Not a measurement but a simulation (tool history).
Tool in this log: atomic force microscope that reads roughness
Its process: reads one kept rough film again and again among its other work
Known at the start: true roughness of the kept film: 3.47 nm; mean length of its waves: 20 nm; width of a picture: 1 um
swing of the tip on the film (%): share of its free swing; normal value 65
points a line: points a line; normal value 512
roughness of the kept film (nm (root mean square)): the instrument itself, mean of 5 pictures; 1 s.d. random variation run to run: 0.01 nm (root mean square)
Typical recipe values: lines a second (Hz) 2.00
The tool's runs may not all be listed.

run,day,lines a second (Hz),swing of the tip on the film (%),points a line,roughness of the kept film (nm (root mean square))
1,0.000,2.00,65,512,2.394
2,1.096,2.00,65,512,1.994
3,2.367,2.00,65,512,1.662
4,3.875,0.56,65,512,1.449
# day 4.242: new tip fitted
5,4.783,0.56,65,512,2.202
6,5.492,0.56,65,512,1.967
7,6.542,2.27,55,279,1.626
8,7.483,3.05,85,390,1.215
# day 8.438: new tip fitted
9,8.733,1.60,84,625,2.126
10,9.683,0.52,84,936,1.989

What will run 11 give?
11,11.075,0.52,84,936,?

roughness of the kept film (nm (root mean square)): 1.615
If the tool had no hidden condition, the same run with the same run-to-run variation would have returned roughness of the kept film (nm (root mean square)) 2.468.
